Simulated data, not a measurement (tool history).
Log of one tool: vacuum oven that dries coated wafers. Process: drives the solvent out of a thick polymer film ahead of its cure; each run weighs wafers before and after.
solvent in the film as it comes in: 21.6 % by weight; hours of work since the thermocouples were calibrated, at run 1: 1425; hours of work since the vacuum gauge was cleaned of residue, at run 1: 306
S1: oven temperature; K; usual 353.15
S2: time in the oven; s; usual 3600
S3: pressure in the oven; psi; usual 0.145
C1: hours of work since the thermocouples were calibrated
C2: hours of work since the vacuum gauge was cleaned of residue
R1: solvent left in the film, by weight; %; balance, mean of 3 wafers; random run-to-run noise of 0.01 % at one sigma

run   hour      S1    S2     S3    C1   C2    R1
  1      0  353.15  3600  0.145  1425  306   1.7
  2      7  353.15  3600  0.145  1430  312  1.71
  3     15  353.15  5340  0.145  1436  317  0.82
  4   27.3  353.15  3600  0.145  1445  326   1.7
  5   41.6  353.15  3600  0.145  1456  337  1.71
  6   51.7  353.15  3600  0.145  1463  344  1.69
  7   61.7  353.15  3600  0.145  1470  352   1.7
  8   71.2  353.15  3600  0.145  1477  359   1.7
  9   87.5  353.15  3600  0.145  1489  371   1.7
 10   97.1  364.15  2520  0.099  1496  378  1.01
       100  -- vacuum gauge cleaned of residue and calibrated
 11  113.3  364.15  2520  0.099  1507   10  1.01
 12  129.7  364.15  2520  0.099  1519   22     1
     142.7  -- oven's thermocouples calibrated
     147.2  -- vacuum gauge cleaned of residue and calibrated, once more
 13    148  352.15  3600  0.187     3    1  2.25
 14  160.3  363.15  5820  0.273    12   10  0.65
 15  174.2  362.15  5640  0.096    22   20  0.28
 16  187.1  362.15  5640  0.096    32   29  0.27
 17  203.7  361.15  6000  0.569    44   42  1.42

How the hidden state differs across the entries between the runs, from the last listed run before each to the first after it:
After run 10, before run 11: vacuum gauge cleaned of residue and calibrated (hour 100)
  true wafer temperature over the reading, C: 1.85 -> 1.86; true pressure over the reading, kPa: 0.106 -> 0.14
  measured value less the no-hidden-state value, R1: -0.21 -> -0.2 %
After run 12, before run 13: oven's thermocouples calibrated (hour 142.7); vacuum gauge cleaned of residue and calibrated, once more (hour 147.2)
  true wafer temperature over the reading, C: 1.88 -> 0.36; true pressure over the reading, kPa: 0.143 -> 0.012
  measured value less the no-hidden-state value, R1: -0.19 -> -0.08 %

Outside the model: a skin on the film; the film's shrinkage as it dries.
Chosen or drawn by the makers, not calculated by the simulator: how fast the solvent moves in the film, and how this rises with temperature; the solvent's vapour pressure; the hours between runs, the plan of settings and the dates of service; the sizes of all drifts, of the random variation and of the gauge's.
